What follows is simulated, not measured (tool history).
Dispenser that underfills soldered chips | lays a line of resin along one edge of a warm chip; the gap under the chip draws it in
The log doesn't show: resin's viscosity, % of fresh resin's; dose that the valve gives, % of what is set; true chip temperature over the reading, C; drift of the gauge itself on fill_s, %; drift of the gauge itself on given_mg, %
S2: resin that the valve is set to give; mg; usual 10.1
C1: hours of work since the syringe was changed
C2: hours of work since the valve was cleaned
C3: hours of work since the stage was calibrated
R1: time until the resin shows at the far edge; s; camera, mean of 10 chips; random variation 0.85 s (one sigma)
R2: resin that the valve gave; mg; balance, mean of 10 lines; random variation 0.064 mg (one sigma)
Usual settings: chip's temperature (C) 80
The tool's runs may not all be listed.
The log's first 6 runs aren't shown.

Run 7, day 0.775: usual settings but S2 11.8 mg; C1 4; C2 45; C3 175. Result: R1 95.1 s, R2 11.39 mg.
Run 8, day 0.917: usual settings but S2 11.8 mg; C1 7; C2 47; C3 178. Result: R1 107.6 s, R2 11.25 mg.
Run 9, day 1.133: usual settings but S2 12.7 mg; C1 10; C2 51; C3 182. Result: R1 134.5 s, R2 12.17 mg.
At day 1.208: new syringe of resin.
Run 10, day 1.358: usual settings but S2 12.7 mg; C1 3; C2 55; C3 185. Result: R1 87 s, R2 12.11 mg.
Run 11, day 1.508: usual settings but S2 12.7 mg; C1 5; C2 58; C3 188. Result: R1 102.1 s, R2 12.05 mg.
Run 12, day 1.658: usual settings; C1 8; C2 60; C3 191. Result: R1 119.7 s, R2 9.56 mg.
At day 1.871: new syringe of resin.
Run 13, day 1.875: usual settings; C1 0; C2 64; C3 195. Result: R1 77 s, R2 9.58 mg.
Run 14, day 2: usual settings; C1 2; C2 66; C3 197. Result: R1 86.4 s, R2 9.58 mg.
Run 15, day 2.225: usual settings but chip's temperature (C) 93; C1 6; C2 70; C3 201. Result: R1 60.7 s, R2 9.39 mg.
Run 16, day 2.412: usual settings but chip's temperature (C) 93; C1 10; C2 74; C3 204. Result: R1 73.8 s, R2 9.5 mg.
At day 2.533: new syringe of resin.
Run 17, day 2.612: usual settings; C1 1; C2 77; C3 208. Result: R1 80.7 s, R2 9.48 mg.
Run 18, day 2.708: usual settings; C1 3; C2 79; C3 209. Result: R1 89.1 s, R2 9.4 mg.
Run 19, day 2.938: usual settings; C1 7; C2 83; C3 213. Result: R1 113.4 s, R2 9.42 mg.
Run 20, day 3.038: usual settings but chip's temperature (C) 81, S2 8.9 mg; C1 9; C2 85; C3 215. Result: R1 123.1 s, R2 8.22 mg.
At day 3.204: new syringe of resin.
Run 21, day 3.246: usual settings but chip's temperature (C) 77, S2 11.9 mg; C1 1; C2 88; C3 219. Result: R1 89.2 s, R2 11.06 mg.

The next listed run, before its measurement:
Run 22, day 3.425: usual settings but chip's temperature (C) 77, S2 11.9 mg; C1 4; C2 91; C3 222. Result: R1 ?, R2 ?.

{"run 22": {"R1": 105.6, "R2": 11.07}}
Without the tool's hidden state the same run would have given R1 90.4 s, R2 12.02 mg.

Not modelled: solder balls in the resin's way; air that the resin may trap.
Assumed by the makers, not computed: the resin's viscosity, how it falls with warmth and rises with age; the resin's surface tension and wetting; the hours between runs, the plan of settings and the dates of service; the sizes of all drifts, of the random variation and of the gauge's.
